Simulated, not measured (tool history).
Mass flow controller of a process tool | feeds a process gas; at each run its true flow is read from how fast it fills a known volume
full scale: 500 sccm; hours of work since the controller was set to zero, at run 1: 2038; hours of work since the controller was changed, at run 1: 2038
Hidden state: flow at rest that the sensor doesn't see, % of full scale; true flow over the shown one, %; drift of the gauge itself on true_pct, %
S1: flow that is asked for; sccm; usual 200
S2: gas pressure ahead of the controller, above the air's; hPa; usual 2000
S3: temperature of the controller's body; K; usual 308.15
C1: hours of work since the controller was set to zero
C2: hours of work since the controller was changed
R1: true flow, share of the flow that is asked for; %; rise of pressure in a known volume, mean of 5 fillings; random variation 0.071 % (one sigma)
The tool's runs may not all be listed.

run 1 hour=0.0 | S1=200 S2=2000 S3=308.15 | C1=2038 C2=2038 | R1=100.53
run 2 hour=75.9 | S1=200 S2=2000 S3=308.15 | C1=2089 C2=2089 | R1=100.41
run 3 hour=125.5 | S1=200 S2=2000 S3=308.15 | C1=2122 C2=2122 | R1=100.36
run 4 hour=225.6 | S1=200 S2=2000 S3=308.15 | C1=2190 C2=2190 | R1=100.29
run 5 hour=289.0 | S1=200 S2=2000 S3=308.15 | C1=2232 C2=2232 | R1=100.12
run 6 hour=377.6 | S1=200 S2=2000 S3=308.15 | C1=2292 C2=2292 | R1=100.10
run 7 hour=453.5 | S1=200 S2=2000 S3=296.15 | C1=2343 C2=2343 | R1=99.10
run 8 hour=519.5 | S1=200 S2=2000 S3=296.15 | C1=2387 C2=2387 | R1=99.11
run 9 hour=569.5 | S1=200 S2=2000 S3=296.15 | C1=2421 C2=2421 | R1=99.04
run 10 hour=675.5 | S1=200 S2=1690 S3=308.15 | C1=2492 C2=2492 | R1=99.62
run 11 hour=778.6 | S1=110 S2=2000 S3=308.15 | C1=2562 C2=2562 | R1=99.66
run 12 hour=853.4 | S1=110 S2=2000 S3=308.15 | C1=2612 C2=2612 | R1=99.68
run 13 hour=918.6 | S1=191 S2=2000 S3=308.15 | C1=2656 C2=2656 | R1=99.57
run 14 hour=1002.3 | S1=191 S2=2000 S3=308.15 | C1=2712 C2=2712 | R1=99.62
run 15 hour=1099.4 | S1=191 S2=2000 S3=308.15 | C1=2778 C2=2778 | R1=99.53
run 16 hour=1195.8 | S1=191 S2=2000 S3=308.15 | C1=2843 C2=2843 | R1=99.40
run 17 hour=1239.7 | S1=191 S2=2000 S3=308.15 | C1=2872 C2=2872 | R1=99.39
run 18 hour=1328.7 | S1=117 S2=2000 S3=308.15 | C1=2932 C2=2932 | R1=99.16
run 19 hour=1431.1 | S1=117 S2=2000 S3=308.15 | C1=3001 C2=3001 | R1=99.05
run 20 hour=1489.1 | S1=117 S2=2000 S3=308.15 | C1=3040 C2=3040 | R1=99.06
run 21 hour=1584.4 | S1=117 S2=2000 S3=308.15 | C1=3104 C2=3104 | R1=98.90
run 22 hour=1629.4 | S1=117 S2=2000 S3=308.15 | C1=3134 C2=3134 | R1=99.03
run 23 hour=1730.8 | S1=117 S2=2000 S3=304.15 | C1=3203 C2=3203 | R1=98.52
run 24 hour=1799.2 | S1=160 S2=2020 S3=308.15 | C1=3249 C2=3249 | R1=98.80
run 25 hour=1846.8 | S1=160 S2=1440 S3=294.15 | C1=3281 C2=3281 | R1=97.50
run 26 hour=1939.9 | S1=160 S2=1440 S3=294.15 | C1=3343 C2=3343 | R1=97.35
run 27 hour=2027.6 | S1=68 S2=1820 S3=306.15 | C1=3402 C2=3402 | R1=98.29
run 28 hour=2108.7 | S1=180 S2=2610 S3=296.15 | C1=3457 C2=3457 | R1=97.92
run 29 hour=2175.3 | S1=180 S2=2020 S3=306.15 | C1=3502 C2=3502 | R1=98.37
run 30 hour=2256.0 | S1=141 S2=1600 S3=306.15 | C1=3556 C2=3556 | R1=98.03
run 31 hour=2317.5 | S1=245 S2=2000 S3=311.15 | C1=3597 C2=3597 | R1=98.64
run 32 hour=2388.2 | S1=285 S2=2000 S3=308.15 | C1=3645 C2=3645 | R1=98.33
run 33 hour=2465.3 | S1=285 S2=2000 S3=308.15 | C1=3697 C2=3697 | R1=98.45
run 34 hour=2526.1 | S1=285 S2=2000 S3=308.15 | C1=3738 C2=3738 | R1=98.23
run 35 hour=2586.6 | S1=200 S2=2620 S3=308.15 | C1=3778 C2=3778 | R1=98.62
run 36 hour=2663.1 | S1=200 S2=2620 S3=308.15 | C1=3830 C2=3830 | R1=98.29
-- hour=2740.0 gauge calibrated
run 37 hour=2769.1 | S1=200 S2=1560 S3=308.15 | C1=3901 C2=3901 | R1=100.36
run 38 hour=2868.3 | S1=157 S2=2470 S3=310.15 | C1=3968 C2=3968 | R1=100.69
run 39 hour=2933.2 | S1=137 S2=2410 S3=310.15 | C1=4012 C2=4012 | R1=100.55
run 40 hour=3019.7 | S1=137 S2=2410 S3=310.15 | C1=4070 C2=4070 | R1=100.32
run 41 hour=3097.8 | S1=137 S2=2650 S3=310.15 | C1=4122 C2=4122 | R1=100.60

Hidden state at the last listed run before each entry between runs and at the first one after, where it differs:
Between runs 36 and 37: gauge calibrated (hour 2740.0)
  drift of the gauge itself on true_pct, %: -2.32 -> -0.03
  measured less the result without the state, R1: -2.35 -> -0.04 %
